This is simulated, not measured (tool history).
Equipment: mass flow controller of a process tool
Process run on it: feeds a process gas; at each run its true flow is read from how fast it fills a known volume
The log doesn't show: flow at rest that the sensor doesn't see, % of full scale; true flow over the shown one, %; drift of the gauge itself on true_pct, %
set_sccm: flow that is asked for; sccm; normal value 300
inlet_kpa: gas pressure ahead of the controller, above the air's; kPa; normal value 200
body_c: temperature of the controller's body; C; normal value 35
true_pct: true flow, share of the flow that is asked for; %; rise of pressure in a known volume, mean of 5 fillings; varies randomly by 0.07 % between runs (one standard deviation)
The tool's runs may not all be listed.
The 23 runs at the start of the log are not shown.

run    hour  set_sccm  inlet_kpa  body_c  hours of work since the controller was set to zero  hours of work since the controller was changed  true_pct
 24  3778.0       102        185      40                                                5693                                            5693     94.20
 25  3883.7       292        248      35                                                5749                                            5749     97.64
 26  4102.7       292        183      35                                                5867                                            5867     97.15
 27  4302.7       292        183      35                                                5975                                            5975     97.03
 28  4436.5       292        183      35                                                6047                                            6047     97.18
 29  4674.6       292        183      35                                                6175                                            6175     97.16
 30  4788.1       154        203      24                                                6236                                            6236     97.07
 31  4953.8       140        161      38                                                6325                                            6325     95.16
 32  5155.0       373        200      39                                                6433                                            6433     97.40
 33  5265.0       114        200      35                                                6492                                            6492     94.99
 34  5423.7       114        200      35                                                6577                                            6577     95.01
 35  5522.3       400        264      35                                                6630                                            6630     98.39
 36  5659.0       400        264      35                                                6704                                            6704     98.63

Each row is a separate what-if for the run after 36, all from the same tool condition, not one after another. Results?
  A  5768.3       416        271      33                                                6763                                            6763         ?
  B  5768.3       300        146      23                                                6763                                            6763         ?
  C  5768.3       300        161      35                                                6763                                            6763         ?
  D  5768.3       907        200      22                                                6763                                            6763         ?

run  true_pct
  A     98.81
  B     98.29
  C     97.13
  D    101.67
The same runs, with their run-to-run variation unchanged, on a tool lacking any hidden condition would have given:
run  true_pct
  A     97.59
  B     97.39
  C     96.23
  D    100.01
